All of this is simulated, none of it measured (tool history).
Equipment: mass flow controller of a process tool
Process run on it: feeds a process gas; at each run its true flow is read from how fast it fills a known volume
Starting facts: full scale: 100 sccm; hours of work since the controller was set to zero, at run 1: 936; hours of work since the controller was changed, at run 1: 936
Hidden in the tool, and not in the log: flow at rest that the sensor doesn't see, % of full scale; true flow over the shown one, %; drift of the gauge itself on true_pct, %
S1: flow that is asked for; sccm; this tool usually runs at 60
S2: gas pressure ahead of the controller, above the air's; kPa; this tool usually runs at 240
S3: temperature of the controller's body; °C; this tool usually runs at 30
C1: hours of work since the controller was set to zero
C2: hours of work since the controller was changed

Run 1, hour 0.0: usual settings; C1 936; C2 936. Result: true flow (%) 99.07.
Run 2, hour 192.6: usual settings; C1 1009; C2 1009. Result: true flow (%) 99.12.
Run 3, hour 456.6: usual settings; C1 1108; C2 1108. Result: true flow (%) 99.07.
Run 4, hour 608.4: usual settings; C1 1165; C2 1165. Result: true flow (%) 99.05.
Run 5, hour 846.9: usual settings; C1 1255; C2 1255. Result: true flow (%) 99.02.
Run 6, hour 971.1: usual settings; C1 1301; C2 1301. Result: true flow (%) 99.01.
Run 7, hour 1191.5: usual settings but S1 89 sccm, S2 242 kPa, S3 24 °C; C1 1384; C2 1384. Result: true flow (%) 99.36.
Run 8, hour 1310.9: usual settings but S1 85 sccm, S2 178 kPa, S3 21 °C; C1 1429; C2 1429. Result: true flow (%) 98.57.
Run 9, hour 1546.3: usual settings but S1 58 sccm, S2 208 kPa, S3 21 °C; C1 1518; C2 1518. Result: true flow (%) 98.09.
Run 10, hour 1684.6: usual settings but S1 58 sccm, S2 208 kPa, S3 21 °C; C1 1570; C2 1570. Result: true flow (%) 98.23.
Run 11, hour 1861.2: usual settings but S1 14 sccm, S2 186 kPa, S3 29 °C; C1 1636; C2 1636. Result: true flow (%) 96.27.

Each row is a separate what-if for the run after 11, all from the same tool condition, not one after another. Results?
Run A, hour 2003.4: usual settings but S1 44 sccm, S2 171 kPa, S3 29 °C; C1 1689; C2 1689. Result: true flow (%) ?.
Run B, hour 2003.4: usual settings but S2 234 kPa, S3 32 °C; C1 1689; C2 1689. Result: true flow (%) ?.
Run C, hour 2003.4: usual settings but S1 41 sccm, S2 259 kPa, S3 39 °C; C1 1689; C2 1689. Result: true flow (%) ?.
Run D, hour 2003.4: usual settings but S1 14 sccm, S2 186 kPa, S3 20 °C; C1 1689; C2 1689. Result: true flow (%) ?.

run  true flow (%)
  A          97.74
  B          98.93
  C          98.92
  D          95.90
Had the tool no hidden state, the same runs would have come out as:
run  true flow (%)
  A          98.73
  B          99.79
  C          99.95
  D          97.94

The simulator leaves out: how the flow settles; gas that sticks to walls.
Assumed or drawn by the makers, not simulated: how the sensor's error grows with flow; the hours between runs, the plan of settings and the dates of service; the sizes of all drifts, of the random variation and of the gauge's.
